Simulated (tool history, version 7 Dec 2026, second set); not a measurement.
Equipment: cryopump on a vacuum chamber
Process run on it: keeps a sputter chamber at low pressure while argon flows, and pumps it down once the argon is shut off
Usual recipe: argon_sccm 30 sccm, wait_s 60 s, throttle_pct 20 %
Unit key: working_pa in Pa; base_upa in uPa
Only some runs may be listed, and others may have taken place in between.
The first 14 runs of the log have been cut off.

| run | hour | argon_sccm | wait_s | throttle_pct | working_pa | base_upa |
|---|---|---|---|---|---|---|
| 15 | 855.1 | 23 | 60 | 20 | 0.12 | 3.73 |
| 16 | 933.8 | 30 | 60 | 20 | 0.1576 | 3.85 |
| 17 | 998.1 | 30 | 60 | 20 | 0.1581 | 3.89 |
| 18 | 1040.3 | 24 | 58 | 16 | 0.1549 | 4.05 |
| 19 | 1082.6 | 24 | 275 | 16 | 0.1563 | 3 |
| 20 | 1121.2 | 49 | 60 | 50 | 0.1183 | 4.15 |
|  | 1150.8 | pump warmed up, emptied and cooled again |
| 21 | 1198.4 | 30 | 74 | 32 | 0.0921 | 3.11 |
| 22 | 1242.7 | 12 | 74 | 32 | 0.0369 | 3.16 |
| 23 | 1298.7 | 12 | 60 | 32 | 0.0381 | 3.45 |
| 24 | 1332.1 | 12 | 60 | 32 | 0.0382 | 3.5 |
| 25 | 1387.5 | 26 | 60 | 30 | 0.0881 | 3.55 |
| 26 | 1464.3 | 30 | 199 | 41 | 0.075 | 2.72 |
| 27 | 1506.8 | 30 | 101 | 25 | 0.1216 | 3.11 |
| 28 | 1578 | 30 | 101 | 25 | 0.1228 | 3.23 |
| 29 | 1621.8 | 47 | 51 | 19 | 0.2501 | 4.2 |
| 30 | 1701.1 | 47 | 51 | 19 | 0.2511 | 4.27 |
| 31 | 1756.2 | 30 | 180 | 52 | 0.064 | 3.18 |
|  | 1796.1 | leaking fittings of the chamber tightened, without venting |
| 32 | 1809.3 | 44 | 127 | 20 | 0.2267 | 0.9 |
| 33 | 1871 | 44 | 127 | 38 | 0.127 | 0.94 |

4 options for the next run, each taken on its own from the tool as it stands now. Forecast them:
| A | 1924.3 | 19 | 195 | 24 | ? | ? |
| B | 1924.3 | 30 | 60 | 19 | ? | ? |
| C | 1924.3 | 17 | 47 | 43 | ? | ? |
| D | 1924.3 | 40 | 53 | 44 | ? | ? |

| run | working_pa | base_upa |
|---|---|---|
| A | 0.0836 | 0.75 |
| B | 0.1645 | 1.66 |
| C | 0.0452 | 1.98 |
| D | 0.0996 | 1.86 |
With no hidden state in the tool, these same runs would have given:
| run | working_pa | base_upa |
|---|---|---|
| A | 0.0774 | 0.61 |
| B | 0.1548 | 1.52 |
| C | 0.0397 | 1.85 |
| D | 0.0868 | 1.72 |
